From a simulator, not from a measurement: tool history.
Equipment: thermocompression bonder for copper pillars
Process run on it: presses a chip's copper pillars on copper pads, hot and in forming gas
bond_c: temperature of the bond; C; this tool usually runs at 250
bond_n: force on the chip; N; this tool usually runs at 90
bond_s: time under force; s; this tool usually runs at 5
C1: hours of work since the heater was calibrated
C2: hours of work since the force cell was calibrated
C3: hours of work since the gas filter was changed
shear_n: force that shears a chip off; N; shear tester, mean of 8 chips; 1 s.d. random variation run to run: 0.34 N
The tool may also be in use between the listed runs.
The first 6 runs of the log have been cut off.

{"run": 7, "hour": 149.2, "bond_c": 226, "bond_n": 90, "bond_s": 15, "C1": 274, "C2": 649, "C3": 190, "shear_n": 87}
{"run": 8, "hour": 190.1, "bond_c": 226, "bond_n": 90, "bond_s": 15, "C1": 293, "C2": 667, "C3": 208, "shear_n": 86.8}
{"run": 9, "hour": 219.5, "bond_c": 226, "bond_n": 90, "bond_s": 15, "C1": 306, "C2": 681, "C3": 222, "shear_n": 86.7}
{"run": 10, "hour": 257.5, "bond_c": 226, "bond_n": 90, "bond_s": 15, "C1": 323, "C2": 698, "C3": 239, "shear_n": 86.7}
{"run": 11, "hour": 298.8, "bond_c": 250, "bond_n": 90, "bond_s": 5, "C1": 342, "C2": 716, "C3": 257, "shear_n": 84.3}
{"run": 12, "hour": 327.7, "bond_c": 250, "bond_n": 90, "bond_s": 5, "C1": 355, "C2": 729, "C3": 271, "shear_n": 84.5}
{"run": 13, "hour": 356.6, "bond_c": 250, "bond_n": 90, "bond_s": 5, "C1": 368, "C2": 743, "C3": 284, "shear_n": 83.8}
{"run": 14, "hour": 374.6, "bond_c": 250, "bond_n": 90, "bond_s": 5, "C1": 376, "C2": 751, "C3": 292, "shear_n": 84.2}
{"run": 15, "hour": 413.6, "bond_c": 250, "bond_n": 90, "bond_s": 5, "C1": 394, "C2": 768, "C3": 309, "shear_n": 84.3}
{"run": 16, "hour": 449.0, "bond_c": 250, "bond_n": 90, "bond_s": 5, "C1": 410, "C2": 784, "C3": 325, "shear_n": 83.8}
{"run": 17, "hour": 481.3, "bond_c": 250, "bond_n": 90, "bond_s": 5, "C1": 425, "C2": 799, "C3": 340, "shear_n": 83.9}
{"run": 18, "hour": 515.1, "bond_c": 250, "bond_n": 90, "bond_s": 5, "C1": 440, "C2": 814, "C3": 355, "shear_n": 83.9}
{"run": 19, "hour": 540.9, "bond_c": 250, "bond_n": 90, "bond_s": 5, "C1": 452, "C2": 826, "C3": 367, "shear_n": 83.7}
{"run": 20, "hour": 558.4, "bond_c": 250, "bond_n": 90, "bond_s": 5, "C1": 459, "C2": 834, "C3": 375, "shear_n": 83.4}
{"run": 21, "hour": 587.6, "bond_c": 269, "bond_n": 72, "bond_s": 7, "C1": 473, "C2": 847, "C3": 388, "shear_n": 92.5}
{"run": 22, "hour": 610.6, "bond_c": 258, "bond_n": 87, "bond_s": 6, "C1": 483, "C2": 857, "C3": 399, "shear_n": 90.8}
{"run": 23, "hour": 644.2, "bond_c": 237, "bond_n": 90, "bond_s": 10, "C1": 498, "C2": 873, "C3": 414, "shear_n": 86.1}
{"run": 24, "hour": 663.4, "bond_c": 250, "bond_n": 90, "bond_s": 14, "C1": 507, "C2": 881, "C3": 422, "shear_n": 99.2}
{"run": 25, "hour": 696.6, "bond_c": 255, "bond_n": 86, "bond_s": 5, "C1": 522, "C2": 896, "C3": 437, "shear_n": 84.8}
{"run": 26, "hour": 725.5, "bond_c": 255, "bond_n": 91, "bond_s": 13, "C1": 535, "C2": 909, "C3": 450, "shear_n": 101.4}
{"hour": 731.6, "done": "forming gas filter changed"}
{"run": 27, "hour": 758.7, "bond_c": 237, "bond_n": 132, "bond_s": 14, "C1": 550, "C2": 924, "C3": 12, "shear_n": 108.2}
{"run": 28, "hour": 785.2, "bond_c": 237, "bond_n": 132, "bond_s": 14, "C1": 562, "C2": 936, "C3": 24, "shear_n": 107.7}
{"run": 29, "hour": 810.6, "bond_c": 237, "bond_n": 132, "bond_s": 14, "C1": 573, "C2": 948, "C3": 36, "shear_n": 108.1}

What will run 30 give?
{"run": 30, "hour": 828.5, "bond_c": 259, "bond_n": 73, "bond_s": 5, "C1": 581, "C2": 956, "C3": 44, "shear_n": "?"}

{"run 30": {"shear_n": 84.1}}
Had the tool carried no hidden state, the very same run would have given shear_n 80.4 N.
